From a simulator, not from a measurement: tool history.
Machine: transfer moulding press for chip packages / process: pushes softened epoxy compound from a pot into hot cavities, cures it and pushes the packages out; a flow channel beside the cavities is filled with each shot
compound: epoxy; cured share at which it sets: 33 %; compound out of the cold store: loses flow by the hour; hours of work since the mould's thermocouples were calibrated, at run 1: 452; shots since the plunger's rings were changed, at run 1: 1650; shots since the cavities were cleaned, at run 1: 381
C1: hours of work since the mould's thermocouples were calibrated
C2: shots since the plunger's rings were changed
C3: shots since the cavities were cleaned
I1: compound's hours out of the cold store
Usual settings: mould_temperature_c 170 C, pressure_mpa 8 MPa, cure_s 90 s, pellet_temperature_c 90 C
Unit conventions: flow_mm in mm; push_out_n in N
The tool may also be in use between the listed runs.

Run 1, hour 0: usual settings; C1 452; C2 1650; C3 381; I1 11.7. Result: flow_mm 586 mm, push_out_n 569 N.
Run 2, hour 15: usual settings; C1 458; C2 1770; C3 501; I1 25.2. Result: flow_mm 558 mm, push_out_n 578 N.
Run 3, hour 41.6: usual settings; C1 469; C2 1984; C3 715; I1 19.9. Result: flow_mm 576 mm, push_out_n 626 N.
At hour 44.8: cavities cleaned with cleaning compound and waxed.
Run 4, hour 68.9: usual settings; C1 480; C2 2191; C3 193; I1 46.7. Result: flow_mm 540 mm, push_out_n 485 N.
Run 5, hour 97.4: usual settings but cure_s 98 s; C1 492; C2 2420; C3 422; I1 18.1. Result: flow_mm 578 mm, push_out_n 484 N.
Run 6, hour 127: usual settings but mould_temperature_c 176 C; C1 504; C2 2657; C3 659; I1 21.5. Result: flow_mm 564 mm, push_out_n 457 N.
At hour 137.6: cavities cleaned with cleaning compound and waxed.
At hour 142.1: plunger's sealing rings changed.
Run 7, hour 164.8: usual settings; C1 518; C2 183; C3 199; I1 37. Result: flow_mm 569 mm, push_out_n 491 N.
Run 8, hour 190.8: usual settings; C1 529; C2 391; C3 407; I1 35.8. Result: flow_mm 567 mm, push_out_n 542 N.
Run 9, hour 218.4: usual settings; C1 540; C2 612; C3 628; I1 13.3. Result: flow_mm 599 mm, push_out_n 593 N.
At hour 233.6: cavities cleaned with cleaning compound and waxed.
Run 10, hour 239.7: usual settings; C1 548; C2 771; C3 49; I1 46.6. Result: flow_mm 550 mm, push_out_n 417 N.
Run 11, hour 261.6: usual settings; C1 557; C2 947; C3 225; I1 43.6. Result: flow_mm 550 mm, push_out_n 480 N.
Run 12, hour 284.1: usual settings but pellet_temperature_c 86 C; C1 567; C2 1127; C3 405; I1 26.7. Result: flow_mm 570 mm, push_out_n 533 N.
Run 13, hour 300.8: usual settings; C1 574; C2 1261; C3 539; I1 36.2. Result: flow_mm 568 mm, push_out_n 563 N.
At hour 327.4: cavities cleaned with cleaning compound and waxed.
Run 14, hour 331.6: usual settings but pressure_mpa 9.76 MPa, cure_s 91 s, pellet_temperature_c 85 C; C1 586; C2 1496; C3 33; I1 10. Result: flow_mm 647 mm, push_out_n 425 N.
Run 15, hour 356.7: usual settings but pressure_mpa 9.76 MPa, cure_s 91 s, pellet_temperature_c 85 C; C1 596; C2 1697; C3 234; I1 9.3. Result: flow_mm 659 mm, push_out_n 485 N.
Run 16, hour 373.4: usual settings but pressure_mpa 9.76 MPa, cure_s 91 s, pellet_temperature_c 85 C; C1 603; C2 1832; C3 369; I1 31.7. Result: flow_mm 615 mm, push_out_n 520 N.
Run 17, hour 408.1: usual settings but pressure_mpa 9.76 MPa, cure_s 91 s, pellet_temperature_c 85 C; C1 618; C2 2110; C3 647; I1 31.1. Result: flow_mm 618 mm, push_out_n 583 N.
At hour 419.4: cavities cleaned with cleaning compound and waxed.
Run 18, hour 435.6: usual settings but mould_temperature_c 172 C, pressure_mpa 9.7 MPa, pellet_temperature_c 84 C; C1 628; C2 2318; C3 129; I1 15. Result: flow_mm 638 mm, push_out_n 420 N.
Run 19, hour 464.6: usual settings but mould_temperature_c 172 C, pressure_mpa 9.7 MPa, pellet_temperature_c 84 C; C1 640; C2 2551; C3 362; I1 15.7. Result: flow_mm 632 mm, push_out_n 507 N.
At hour 492.9: plunger's sealing rings changed.
Run 20, hour 493.9: usual settings but mould_temperature_c 172 C, pressure_mpa 9.7 MPa, pellet_temperature_c 93 C; C1 652; C2 8; C3 577; I1 15.6. Result: flow_mm 657 mm, push_out_n 547 N.
At hour 514.6: cavities cleaned with cleaning compound and waxed.
Run 21, hour 514.7: usual settings but mould_temperature_c 163 C, cure_s 71 s, pellet_temperature_c 93 C; C1 660; C2 163; C3 1; I1 9.2. Result: flow_mm 616 mm, push_out_n 1063 N.
Run 22, hour 535.9: usual settings but pressure_mpa 7.3 MPa, cure_s 77 s; C1 668; C2 333; C3 171; I1 35.6. Result: flow_mm 546 mm, push_out_n 627 N.
Run 23, hour 558.5: usual settings but pellet_temperature_c 81 C; C1 678; C2 515; C3 353; I1 35.6. Result: flow_mm 553 mm, push_out_n 549 N.
Run 24, hour 590.5: usual settings but pellet_temperature_c 81 C; C1 691; C2 771; C3 609; I1 16.1. Result: flow_mm 595 mm, push_out_n 615 N.
At hour 609.3: cavities cleaned with cleaning compound and waxed.
Run 25, hour 622.5: usual settings but pressure_mpa 8.34 MPa, cure_s 81 s, pellet_temperature_c 91 C; C1 704; C2 1016; C3 106; I1 47.6. Result: flow_mm 560 mm, push_out_n 541 N.

Measured result minus the same run's result without the hidden state. Both carry the same run-to-run variation, though not necessarily the same gauge scatter:
Hidden state at play: true mould temperature over the reading, C; pressure that reaches the compound, % of what is set; grip of the stained cavities, % over clean ones'; drift of the gauge itself on flow_mm, %; drift of the gauge itself on push_out_n, %.
run  flow_mm  push_out_n
  1      -17        +143
  2      -17        +164
  3      -20        +201
  4      -20         +76
  5      -24        +124
  6      -25        +153
  7       -3         +78
  8       -5        +135
  9       -8        +182
 10       -8         +18
 11       -9         +87
 12      -11        +138
 13      -13        +166
 14      -17          +3
 15      -20         +80
 16      -20        +119
 17      -23        +178
 18      -26         +44
 19      -27        +119
 20       -3        +163
 21       -4         -10
 22       -5         +81
 23       -6        +125
 24      -10        +180
 25      -11         +38
